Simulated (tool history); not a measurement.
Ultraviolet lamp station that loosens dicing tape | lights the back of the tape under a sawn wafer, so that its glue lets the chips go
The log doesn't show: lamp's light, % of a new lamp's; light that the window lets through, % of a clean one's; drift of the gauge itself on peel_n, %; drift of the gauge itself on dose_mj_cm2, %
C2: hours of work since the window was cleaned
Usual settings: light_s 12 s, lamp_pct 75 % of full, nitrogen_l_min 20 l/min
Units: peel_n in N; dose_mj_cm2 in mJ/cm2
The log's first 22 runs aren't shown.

Run 23, hour 1469.2: usual settings but light_s 9 s, lamp_pct 79 % of full, nitrogen_l_min 13 l/min; hours of work of the lamp 690; C2 124. Result: peel_n 0.819 N, dose_mj_cm2 410 mJ/cm2.
Run 24, hour 1540.2: usual settings but light_s 10 s, lamp_pct 63 % of full, nitrogen_l_min 23 l/min; hours of work of the lamp 723; C2 157. Result: peel_n 0.726 N, dose_mj_cm2 360 mJ/cm2.
Run 25, hour 1609.9: usual settings but light_s 22 s, lamp_pct 95 % of full, nitrogen_l_min 14 l/min; hours of work of the lamp 755; C2 189. Result: peel_n 0.152 N, dose_mj_cm2 1213 mJ/cm2.
At hour 1641.2: window cleaned of glue's vapour.
Run 26, hour 1692.8: usual settings but light_s 22 s, lamp_pct 80 % of full, nitrogen_l_min 11 l/min; hours of work of the lamp 793; C2 24. Result: peel_n 0.157 N, dose_mj_cm2 1022 mJ/cm2.
Run 27, hour 1733.9: usual settings but light_s 7 s, nitrogen_l_min 12 l/min; hours of work of the lamp 811; C2 43. Result: peel_n 1.785 N, dose_mj_cm2 310 mJ/cm2.
Run 28, hour 1800.1: usual settings but light_s 7 s, lamp_pct 92 % of full, nitrogen_l_min 28 l/min; hours of work of the lamp 842; C2 73. Result: peel_n 0.566 N, dose_mj_cm2 376 mJ/cm2.
Run 29, hour 1890.9: usual settings but light_s 14 s, lamp_pct 67 % of full, nitrogen_l_min 15 l/min; hours of work of the lamp 883; C2 115. Result: peel_n 0.390 N, dose_mj_cm2 546 mJ/cm2.
Run 30, hour 1972.0: usual settings but light_s 11 s, lamp_pct 72 % of full, nitrogen_l_min 8 l/min; hours of work of the lamp 921; C2 152. Result: peel_n 1.062 N, dose_mj_cm2 466 mJ/cm2.
Run 31, hour 2067.5: usual settings but light_s 10 s, lamp_pct 66 % of full, nitrogen_l_min 16 l/min; hours of work of the lamp 964; C2 196. Result: peel_n 0.857 N, dose_mj_cm2 384 mJ/cm2.
At hour 2082.1: window cleaned of glue's vapour.
Run 32, hour 2120.7: usual settings but light_s 23 s, nitrogen_l_min 29 l/min; hours of work of the lamp 989; C2 18. Result: peel_n 0.149 N, dose_mj_cm2 1002 mJ/cm2.
Run 33, hour 2170.4: usual settings but nitrogen_l_min 32 l/min; hours of work of the lamp 1011; C2 41. Result: peel_n 0.243 N, dose_mj_cm2 521 mJ/cm2.
At hour 2213.5: lamp changed.
Run 34, hour 2268.7: usual settings but light_s 17 s, lamp_pct 69 % of full, nitrogen_l_min 28 l/min; hours of work of the lamp 25; C2 85. Result: peel_n 0.183 N, dose_mj_cm2 685 mJ/cm2.
Run 35, hour 2317.7: usual settings but light_s 17 s, lamp_pct 80 % of full, nitrogen_l_min 23 l/min; hours of work of the lamp 48; C2 108. Result: peel_n 0.170 N, dose_mj_cm2 795 mJ/cm2.

The next listed run, before its measurement:
Run 36, hour 2407.8: usual settings but light_s 17 s, lamp_pct 80 % of full, nitrogen_l_min 23 l/min; hours of work of the lamp 89; C2 149. Result: peel_n ?, dose_mj_cm2 ?.

peel_n: 0.153 N
dose_mj_cm2: 788 mJ/cm2
Without the tool's hidden state the same run would have given peel_n 0.153 N, dose_mj_cm2 788 mJ/cm2.
